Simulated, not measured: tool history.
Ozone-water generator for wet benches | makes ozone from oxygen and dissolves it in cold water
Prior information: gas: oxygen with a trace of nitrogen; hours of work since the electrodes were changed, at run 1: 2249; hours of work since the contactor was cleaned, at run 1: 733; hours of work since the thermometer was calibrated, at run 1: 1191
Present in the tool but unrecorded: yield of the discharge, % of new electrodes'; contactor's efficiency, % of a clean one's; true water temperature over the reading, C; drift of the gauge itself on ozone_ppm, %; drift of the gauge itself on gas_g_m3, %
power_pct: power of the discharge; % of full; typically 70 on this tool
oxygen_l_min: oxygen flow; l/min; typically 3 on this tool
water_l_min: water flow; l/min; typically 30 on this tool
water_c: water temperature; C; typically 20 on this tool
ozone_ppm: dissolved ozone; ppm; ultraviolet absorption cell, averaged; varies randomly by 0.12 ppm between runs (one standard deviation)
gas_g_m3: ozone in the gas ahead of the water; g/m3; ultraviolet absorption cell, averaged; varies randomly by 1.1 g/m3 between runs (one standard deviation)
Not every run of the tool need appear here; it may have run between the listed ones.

run,day,power_pct,oxygen_l_min,water_l_min,water_c,hours of work since the electrodes were changed,hours of work since the contactor was cleaned,hours of work since the thermometer was calibrated,ozone_ppm,gas_g_m3
1,0,70,3,30,20,2249,733,1191,11.6,196.9
2,3.054,70,3,30,20,2303,787,1245,11.5,195.8
3,5.333,70,3,30,20,2344,828,1285,11.7,194.6
4,6.717,70,3,30,20,2368,852,1310,11.6,195.8
5,8.046,70,3,30,20,2392,876,1334,11.9,197.6
6,9.646,70,3,30,20,2420,905,1362,11.6,196.5
7,11.696,70,3,30,20,2457,941,1398,11.5,198.6
8,14.725,70,3,30,20,2511,995,1452,11.7,198.4
9,17.521,70,3,30,20,2560,1044,1502,11.7,196.4
10,19.892,70,3,30,20,2602,1087,1544,11.5,199.7
11,21.946,87,3,19,24,2639,1123,1581,19.7,243.2
12,23.571,70,2.06,28,20,2668,1152,1610,10.6,227.6
13,26.571,70,2.06,29,18,2721,1205,1663,10.4,229.5
14,28.683,70,2.65,22,28,2759,1243,1700,13.2,208.2
15,31.425,70,2.65,22,28,2808,1292,1749,13.1,208.9
# day 31.879: gauge calibrated
16,33.388,77,4.48,43,15,2842,1327,1784,11.1,183
17,35.788,77,4.48,43,15,2885,1369,1827,11.2,183.7
18,38.05,70,3.67,22,20,2925,1409,1867,16.2,182.1
19,40.058,94,2.11,29,20,2961,1445,1903,13.6,291.9

What differs in the tool's unlogged condition from the final listed run ahead of each entry between runs to the first listed run following it?
Between runs 15 and 16: gauge calibrated (day 31.879)
  drift of the gauge itself on gas_g_m3, %: 2.84 -> 0.14
  measured value less the no-hidden-state value, gas_g_m3: +5.7 -> +0.2 g/m3

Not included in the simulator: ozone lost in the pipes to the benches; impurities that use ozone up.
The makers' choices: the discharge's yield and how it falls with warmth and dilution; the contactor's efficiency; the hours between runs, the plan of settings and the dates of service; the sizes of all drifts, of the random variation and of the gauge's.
